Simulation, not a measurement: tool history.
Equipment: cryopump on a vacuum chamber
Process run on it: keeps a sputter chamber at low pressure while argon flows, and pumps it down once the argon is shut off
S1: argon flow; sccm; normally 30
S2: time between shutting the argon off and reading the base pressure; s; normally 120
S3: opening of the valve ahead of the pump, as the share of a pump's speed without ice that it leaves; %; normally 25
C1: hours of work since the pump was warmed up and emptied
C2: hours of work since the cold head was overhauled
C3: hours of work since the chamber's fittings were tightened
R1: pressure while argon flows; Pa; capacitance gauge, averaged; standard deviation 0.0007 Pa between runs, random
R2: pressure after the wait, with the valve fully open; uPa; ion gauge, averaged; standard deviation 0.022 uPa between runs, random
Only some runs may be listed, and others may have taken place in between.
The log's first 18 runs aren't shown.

run	hour	S1	S2	S3	C1	C2	C3	R1	R2
# hour 1514.5: pump warmed up, emptied and cooled again
19	1532.3	50	183	52	14	4152	948	0.1016	1.1
20	1623.6	50	183	33	85	4223	1019	0.1623	1.26
21	1744.4	50	189	33	178	4317	1113	0.169	1.38
22	1862.4	30	159	54	270	4408	1204	0.0689	1.63
# hour 1928.1: pump warmed up, emptied and cooled again
23	1957.3	41	142	42	23	4478	1274	0.1041	1.44
24	2075.5	41	142	38	114	4570	1366	0.1174	1.6
25	2153.8	41	142	38	175	4631	1426	0.121	1.69
26	2210.2	17	55	17	219	4674	1470	0.1081	2.37
27	2316.6	17	55	17	301	4757	1553	0.1084	2.63
# hour 2339.6: pump warmed up, emptied and cooled again
28	2392.3	17	55	17	41	4812	1607	0.1047	2.4
29	2461.3	17	55	17	94	4865	1661	0.1048	2.49
30	2543.4	17	248	45	158	4929	1725	0.0428	1.73
31	2619.7	17	248	45	217	4988	1784	0.0441	1.88
32	2702.2	22	54	54	281	5052	1848	0.05	2.82
# hour 2750.2: pump warmed up, emptied and cooled again
33	2776.5	15	111	54	20	5106	1902	0.0296	1.99

Here are 5 independent what-if runs from the current tool condition. What would each one return?
A	2884.6	16	120	54	104	5190	1985	?	?
B	2884.6	30	120	52	104	5190	1985	?	?
C	2884.6	31	44	27	104	5190	1985	?	?
D	2884.6	30	80	25	104	5190	1985	?	?
E	2884.6	15	34	54	104	5190	1985	?	?

run	R1	R2
A	0.033	2.15
B	0.0657	2.06
C	0.1233	2.97
D	0.1289	2.44
E	0.0319	3.37
Take away the tool's hidden state, keep each run's random variation, and the runs would have read:
run	R1	R2
A	0.0302	0.68
B	0.0605	0.63
C	0.1179	1.49
D	0.1237	0.93
E	0.0293	1.9
